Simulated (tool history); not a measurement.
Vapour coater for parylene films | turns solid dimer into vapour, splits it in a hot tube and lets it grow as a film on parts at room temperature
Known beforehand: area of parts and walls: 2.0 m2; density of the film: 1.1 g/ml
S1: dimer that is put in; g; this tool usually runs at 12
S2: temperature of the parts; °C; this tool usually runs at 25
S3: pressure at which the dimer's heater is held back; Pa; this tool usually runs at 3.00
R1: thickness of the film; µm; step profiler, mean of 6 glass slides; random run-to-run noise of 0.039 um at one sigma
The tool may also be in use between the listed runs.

Run 1, hour 0.0: usual settings. Result: R1 4.12 µm.
Run 2, hour 13.2: usual settings. Result: R1 4.12 µm.
Run 3, hour 33.9: usual settings. Result: R1 4.07 µm.
Run 4, hour 58.4: usual settings but S1 13 g. Result: R1 4.40 µm.
Run 5, hour 77.7: usual settings but S1 13 g. Result: R1 4.47 µm.
Run 6, hour 97.0: usual settings but S1 10 g. Result: R1 3.45 µm.
Run 7, hour 126.0: usual settings but S1 10 g. Result: R1 3.33 µm.
Run 8, hour 148.3: usual settings. Result: R1 4.03 µm.
Run 9, hour 168.0: usual settings but S3 3.11 Pa. Result: R1 4.03 µm.
Run 10, hour 186.8: usual settings but S3 3.11 Pa. Result: R1 4.02 µm.
Run 11, hour 208.7: usual settings. Result: R1 3.97 µm.
Run 12, hour 232.7: usual settings but S3 6.52 Pa. Result: R1 3.65 µm.
Run 13, hour 258.9: usual settings but S3 4.17 Pa. Result: R1 3.86 µm.
Run 14, hour 283.4: usual settings but S1 7 g, S2 24 °C, S3 2.24 Pa. Result: R1 2.47 µm.
Run 15, hour 310.5: usual settings but S1 8 g. Result: R1 2.61 µm.
Run 16, hour 338.2: usual settings but S2 33 °C, S3 2.51 Pa. Result: R1 3.35 µm.
At hour 363.4: trap's valve overhauled.
Run 17, hour 365.5: usual settings but S1 6 g, S2 35 °C. Result: R1 1.68 µm.
Run 18, hour 384.1: usual settings but S1 6 g, S2 28 °C, S3 6.83 Pa. Result: R1 1.79 µm.
Run 19, hour 407.5: usual settings but S2 23 °C, S3 4.69 Pa. Result: R1 4.30 µm.
Run 20, hour 437.0: usual settings but S1 20 g, S3 4.04 Pa. Result: R1 6.94 µm.
Run 21, hour 463.6: usual settings but S1 20 g, S3 2.78 Pa. Result: R1 7.14 µm.
Run 22, hour 485.6: usual settings but S1 16 g, S2 21 °C, S3 7.25 Pa. Result: R1 5.67 µm.
Run 23, hour 501.0: usual settings but S1 8 g, S2 19 °C. Result: R1 3.27 µm.
Run 24, hour 517.4: usual settings but S1 6 g, S2 20 °C, S3 10.54 Pa. Result: R1 2.07 µm.

Each row is a separate what-if for the run after 24, all from the same tool condition, not one after another. Results?
Run A, hour 543.3: usual settings but S1 6 g, S2 36 °C, S3 6.05 Pa. Result: R1 ?.
Run B, hour 543.3: usual settings but S1 5 g. Result: R1 ?.
Run C, hour 543.3: usual settings but S1 20 g, S3 8.89 Pa. Result: R1 ?.
Run D, hour 543.3: usual settings but S2 18 °C, S3 11.07 Pa. Result: R1 ?.
Run E, hour 543.3: usual settings but S1 6 g, S2 20 °C, S3 9.59 Pa. Result: R1 ?.

run    R1
  A  1.53
  B  1.78
  C  6.14
  D  4.30
  E  2.09
Had the tool no hidden state, the same runs would have come out as:
run    R1
  A  1.54
  B  1.78
  C  6.16
  D  4.31
  E  2.09
